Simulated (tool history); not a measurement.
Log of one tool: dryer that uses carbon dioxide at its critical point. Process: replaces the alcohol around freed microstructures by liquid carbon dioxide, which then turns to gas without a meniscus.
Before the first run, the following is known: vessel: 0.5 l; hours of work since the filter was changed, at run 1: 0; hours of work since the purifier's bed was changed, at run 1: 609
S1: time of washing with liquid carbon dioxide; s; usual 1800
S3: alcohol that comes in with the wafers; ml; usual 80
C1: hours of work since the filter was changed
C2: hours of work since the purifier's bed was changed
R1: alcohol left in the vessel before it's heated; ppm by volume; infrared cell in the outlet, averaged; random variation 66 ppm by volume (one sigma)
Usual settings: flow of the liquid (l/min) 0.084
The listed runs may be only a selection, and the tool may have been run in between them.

Run 1, day 0: usual settings; C1 0; C2 609. Result: R1 4583 ppm by volume.
Run 2, day 1.129: usual settings; C1 12; C2 620. Result: R1 4690 ppm by volume.
Run 3, day 2.629: usual settings; C1 27; C2 636. Result: R1 4650 ppm by volume.
Run 4, day 3.408: usual settings but S3 53 ml; C1 35; C2 644. Result: R1 3261 ppm by volume.
Run 5, day 4.933: usual settings but S3 30 ml; C1 51; C2 660. Result: R1 1859 ppm by volume.
Run 6, day 5.892: usual settings but flow of the liquid (l/min) 0.0519, S3 30 ml; C1 61; C2 670. Result: R1 7271 ppm by volume.
Run 7, day 6.6: usual settings but flow of the liquid (l/min) 0.0519, S3 30 ml; C1 69; C2 677. Result: R1 7262 ppm by volume.
Run 8, day 8.008: usual settings but flow of the liquid (l/min) 0.0519, S3 58 ml; C1 83; C2 692. Result: R1 14363 ppm by volume.
Run 9, day 9.421: usual settings but flow of the liquid (l/min) 0.0519, S3 55 ml; C1 98; C2 706. Result: R1 13677 ppm by volume.
Run 10, day 10.721: usual settings but flow of the liquid (l/min) 0.0519, S3 55 ml; C1 111; C2 720. Result: R1 13370 ppm by volume.
Run 11, day 12.325: usual settings but S1 2100 s; C1 128; C2 737. Result: R1 2764 ppm by volume.
Run 12, day 13.892: usual settings but S1 2100 s; C1 144; C2 753. Result: R1 2752 ppm by volume.
Run 13, day 14.679: usual settings but S1 2100 s; C1 152; C2 761. Result: R1 2915 ppm by volume.
Run 14, day 15.75: usual settings; C1 164; C2 772. Result: R1 4928 ppm by volume.
Run 15, day 16.975: usual settings but S1 1620 s; C1 176; C2 785. Result: R1 7164 ppm by volume.
Run 16, day 17.775: usual settings but S1 2520 s; C1 185; C2 793. Result: R1 1390 ppm by volume.
Run 17, day 18.717: usual settings; C1 194; C2 803. Result: R1 5061 ppm by volume.
Run 18, day 19.921: usual settings; C1 207; C2 815. Result: R1 5186 ppm by volume.
Run 19, day 21.054: usual settings but flow of the liquid (l/min) 0.1294; C1 219; C2 827. Result: R1 813 ppm by volume.
Run 20, day 22.138: usual settings but S1 1200 s; C1 230; C2 838. Result: R1 16082 ppm by volume.
Run 21, day 23.683: usual settings but S1 2340 s; C1 246; C2 854. Result: R1 1963 ppm by volume.
Run 22, day 24.967: usual settings but flow of the liquid (l/min) 0.135; C1 259; C2 868. Result: R1 712 ppm by volume.
Run 23, day 26.567: usual settings; C1 276; C2 884. Result: R1 5267 ppm by volume.
Run 24, day 27.679: usual settings but S3 84 ml; C1 288; C2 896. Result: R1 5528 ppm by volume.
Run 25, day 28.85: usual settings but flow of the liquid (l/min) 0.0702, S3 27 ml; C1 300; C2 908. Result: R1 3396 ppm by volume.
Run 26, day 29.646: usual settings but S1 1200 s, flow of the liquid (l/min) 0.0753, S3 24 ml; C1 308; C2 916. Result: R1 6435 ppm by volume.
Run 27, day 30.338: usual settings but S1 1140 s, flow of the liquid (l/min) 0.1244, S3 67 ml; C1 315; C2 924. Result: R1 5188 ppm by volume.
Run 28, day 31.154: usual settings but S1 1320 s, S3 43 ml; C1 324; C2 932. Result: R1 7191 ppm by volume.
Run 29, day 32.258: usual settings but S1 1320 s, S3 43 ml; C1 335; C2 944. Result: R1 7445 ppm by volume.
Run 30, day 33.246: usual settings but S1 2400 s, S3 27 ml; C1 345; C2 954. Result: R1 765 ppm by volume.
Run 31, day 34.625: usual settings but S1 1740 s, S3 79 ml; C1 360; C2 968. Result: R1 5971 ppm by volume.
Run 32, day 35.983: usual settings but S1 1740 s, S3 79 ml; C1 374; C2 982. Result: R1 6158 ppm by volume.
Run 33, day 37.458: usual settings but S1 1560 s, flow of the liquid (l/min) 0.1379, S3 79 ml; C1 389; C2 998. Result: R1 1325 ppm by volume.
Run 34, day 38.512: usual settings but S1 2700 s, flow of the liquid (l/min) 0.0798, S3 40 ml; C1 400; C2 1009. Result: R1 909 ppm by volume.
Run 35, day 39.454: usual settings but S1 2280 s, flow of the liquid (l/min) 0.1223, S3 20 ml; C1 410; C2 1018. Result: R1 309 ppm by volume.
Run 36, day 40.996: usual settings but S1 2280 s, flow of the liquid (l/min) 0.1223, S3 20 ml; C1 426; C2 1034. Result: R1 297 ppm by volume.
Run 37, day 42.454: usual settings but S1 2040 s, S3 34 ml; C1 441; C2 1049. Result: R1 1750 ppm by volume.
Run 38, day 43.646: usual settings but S1 2040 s, flow of the liquid (l/min) 0.1111, S3 116 ml; C1 453; C2 1062. Result: R1 1580 ppm by volume.
Run 39, day 45.221: usual settings but S1 2880 s, flow of the liquid (l/min) 0.0665, S3 116 ml; C1 470; C2 1078. Result: R1 3854 ppm by volume.
Run 40, day 46.662: usual settings but S1 1260 s, flow of the liquid (l/min) 0.0845, S3 95 ml; C1 485; C2 1093. Result: R1 18404 ppm by volume.
Run 41, day 47.658: usual settings but flow of the liquid (l/min) 0.1398, S3 25 ml; C1 495; C2 1104. Result: R1 428 ppm by volume.
Run 42, day 49.15: usual settings but S1 2820 s, flow of the liquid (l/min) 0.1133, S3 25 ml; C1 511; C2 1119. Result: R1 304 ppm by volume.
Run 43, day 50.108: usual settings but S1 2820 s, flow of the liquid (l/min) 0.1133, S3 25 ml; C1 520; C2 1129. Result: R1 308 ppm by volume.
Run 44, day 51.321: usual settings but S1 2460 s; C1 533; C2 1142. Result: R1 1916 ppm by volume.
Run 45, day 52.175: usual settings but S1 2460 s; C1 542; C2 1150. Result: R1 1987 ppm by volume.
Run 46, day 53.242: usual settings but S1 1320 s, flow of the liquid (l/min) 0.1053, S3 72 ml; C1 553; C2 1162. Result: R1 6900 ppm by volume.

Below are 4 alternative next runs, each starting from the tool's condition after run 46. Predict each:
Run A, day 53.992: usual settings but S1 2040 s, flow of the liquid (l/min) 0.0893, S3 29 ml; C1 561; C2 1169. Result: R1 ?.
Run B, day 53.992: usual settings but S1 1320 s, S3 54 ml; C1 561; C2 1169. Result: R1 ?.
Run C, day 53.992: usual settings but S1 1320 s, flow of the liquid (l/min) 0.1053, S3 84 ml; C1 561; C2 1169. Result: R1 ?.
Run D, day 53.992: usual settings but S1 1260 s, flow of the liquid (l/min) 0.0954, S3 24 ml; C1 561; C2 1169. Result: R1 ?.

run    R1
  A  1323
  B  9597
  C  8081
  D  3636
Stripped of hidden state, with their random variation kept, the same runs would have yielded:
run    R1
  A   753
  B  7619
  C  6029
  D  2696
